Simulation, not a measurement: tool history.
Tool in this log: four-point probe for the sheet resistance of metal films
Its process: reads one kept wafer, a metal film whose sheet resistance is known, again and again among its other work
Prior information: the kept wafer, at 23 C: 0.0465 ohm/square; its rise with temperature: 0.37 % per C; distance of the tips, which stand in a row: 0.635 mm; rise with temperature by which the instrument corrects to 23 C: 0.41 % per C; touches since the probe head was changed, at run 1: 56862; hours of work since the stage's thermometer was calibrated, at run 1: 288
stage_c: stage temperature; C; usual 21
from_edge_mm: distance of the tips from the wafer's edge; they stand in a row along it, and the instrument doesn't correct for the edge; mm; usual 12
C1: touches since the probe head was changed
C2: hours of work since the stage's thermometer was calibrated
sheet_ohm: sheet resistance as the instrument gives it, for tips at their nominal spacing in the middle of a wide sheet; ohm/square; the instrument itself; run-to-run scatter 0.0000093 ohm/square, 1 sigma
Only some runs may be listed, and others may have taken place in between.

run 1 day=0.000 | stage_c=21 from_edge_mm=12 | C1=56862 C2=288 | sheet_ohm=0.047046
run 2 day=0.362 | stage_c=21 from_edge_mm=12 | C1=57257 C2=295 | sheet_ohm=0.047062
run 3 day=0.983 | stage_c=19 from_edge_mm=12 | C1=57934 C2=306 | sheet_ohm=0.047085
run 4 day=1.612 | stage_c=19 from_edge_mm=12 | C1=58616 C2=318 | sheet_ohm=0.047088
run 5 day=2.079 | stage_c=24 from_edge_mm=12 | C1=59124 C2=327 | sheet_ohm=0.047011
run 6 day=2.529 | stage_c=25 from_edge_mm=20 | C1=59615 C2=336 | sheet_ohm=0.046941
run 7 day=2.812 | stage_c=25 from_edge_mm=20 | C1=59927 C2=341 | sheet_ohm=0.046932
run 8 day=3.296 | stage_c=25 from_edge_mm=8 | C1=60451 C2=350 | sheet_ohm=0.047073
run 9 day=3.867 | stage_c=21 from_edge_mm=6 | C1=61075 C2=361 | sheet_ohm=0.047269
run 10 day=4.379 | stage_c=33 from_edge_mm=24 | C1=61633 C2=371 | sheet_ohm=0.046799

5 ways to go on from here, each from the tool as it stands after run 10. What would each give?
run A day=5.000 | stage_c=27 from_edge_mm=24 | C1=62308 C2=382 | sheet_ohm=?
run B day=5.000 | stage_c=26 from_edge_mm=6 | C1=62308 C2=382 | sheet_ohm=?
run C day=5.000 | stage_c=18 from_edge_mm=65 | C1=62308 C2=382 | sheet_ohm=?
run D day=5.000 | stage_c=19 from_edge_mm=6 | C1=62308 C2=382 | sheet_ohm=?
run E day=5.000 | stage_c=34 from_edge_mm=33 | C1=62308 C2=382 | sheet_ohm=?

run=A sheet_ohm=0.046915
run=B sheet_ohm=0.047200
run=C sheet_ohm=0.047062
run=D sheet_ohm=0.047320
run=E sheet_ohm=0.046768
Without the tool's unlogged condition, the same runs would have read:
run=A sheet_ohm=0.046449
run=B sheet_ohm=0.046731
run=C sheet_ohm=0.046594
run=D sheet_ohm=0.046850
run=E sheet_ohm=0.046304

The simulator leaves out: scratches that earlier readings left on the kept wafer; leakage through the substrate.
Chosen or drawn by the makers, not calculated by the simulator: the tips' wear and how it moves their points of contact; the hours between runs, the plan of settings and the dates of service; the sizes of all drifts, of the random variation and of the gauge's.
